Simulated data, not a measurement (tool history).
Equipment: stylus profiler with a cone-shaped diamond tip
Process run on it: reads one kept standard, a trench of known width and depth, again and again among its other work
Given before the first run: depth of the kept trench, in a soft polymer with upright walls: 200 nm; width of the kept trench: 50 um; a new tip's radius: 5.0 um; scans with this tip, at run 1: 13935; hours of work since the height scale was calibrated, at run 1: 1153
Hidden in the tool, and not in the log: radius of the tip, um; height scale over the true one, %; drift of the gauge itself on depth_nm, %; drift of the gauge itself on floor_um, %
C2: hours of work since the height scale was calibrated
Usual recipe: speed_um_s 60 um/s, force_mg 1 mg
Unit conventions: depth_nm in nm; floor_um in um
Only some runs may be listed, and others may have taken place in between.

run 1 hour=0 | speed_um_s=60 force_mg=1 | scans_with_this_tip=13935 C2=1153 | depth_nm=201.75 floor_um=46.64
run 2 hour=89 | speed_um_s=60 force_mg=1 | scans_with_this_tip=14785 C2=1223 | depth_nm=202 floor_um=46.65
run 3 hour=212.2 | speed_um_s=60 force_mg=1 | scans_with_this_tip=15964 C2=1320 | depth_nm=201.72 floor_um=46.69
run 4 hour=291.8 | speed_um_s=60 force_mg=1 | scans_with_this_tip=16724 C2=1383 | depth_nm=201.98 floor_um=46.67
run 5 hour=423.9 | speed_um_s=60 force_mg=1 | scans_with_this_tip=17986 C2=1488 | depth_nm=201.89 floor_um=46.64
run 6 hour=530.1 | speed_um_s=60 force_mg=0.6 | scans_with_this_tip=19001 C2=1572 | depth_nm=201.07 floor_um=46.55
run 7 hour=610.1 | speed_um_s=60 force_mg=0.6 | scans_with_this_tip=19765 C2=1635 | depth_nm=201.39 floor_um=46.51
run 8 hour=723.5 | speed_um_s=75 force_mg=1.21 | scans_with_this_tip=20849 C2=1724 | depth_nm=202.14 floor_um=46.62
run 9 hour=853.6 | speed_um_s=75 force_mg=1.21 | scans_with_this_tip=22093 C2=1827 | depth_nm=202.15 floor_um=46.63
run 10 hour=945.5 | speed_um_s=74 force_mg=0.92 | scans_with_this_tip=22970 C2=1900 | depth_nm=201.75 floor_um=46.51
-- hour=974.8 height scale calibrated on a step standard
run 11 hour=1060.2 | speed_um_s=31 force_mg=0.34 | scans_with_this_tip=24062 C2=67 | depth_nm=201.03 floor_um=46.73
run 12 hour=1178.7 | speed_um_s=178 force_mg=2.14 | scans_with_this_tip=25194 C2=161 | depth_nm=203.32 floor_um=46.18
run 13 hour=1282 | speed_um_s=178 force_mg=2.14 | scans_with_this_tip=26181 C2=243 | depth_nm=203.08 floor_um=46.14
run 14 hour=1351.1 | speed_um_s=179 force_mg=0.4 | scans_with_this_tip=26842 C2=297 | depth_nm=200.96 floor_um=44.8

For each entry between runs, how does the tool's hidden state at the last listed run before it compare with that at the first listed run after it?
Run 10 -> run 11: height scale calibrated on a step standard (hour 974.8)
  height scale over the true one, %: -0.019 -> -0.001
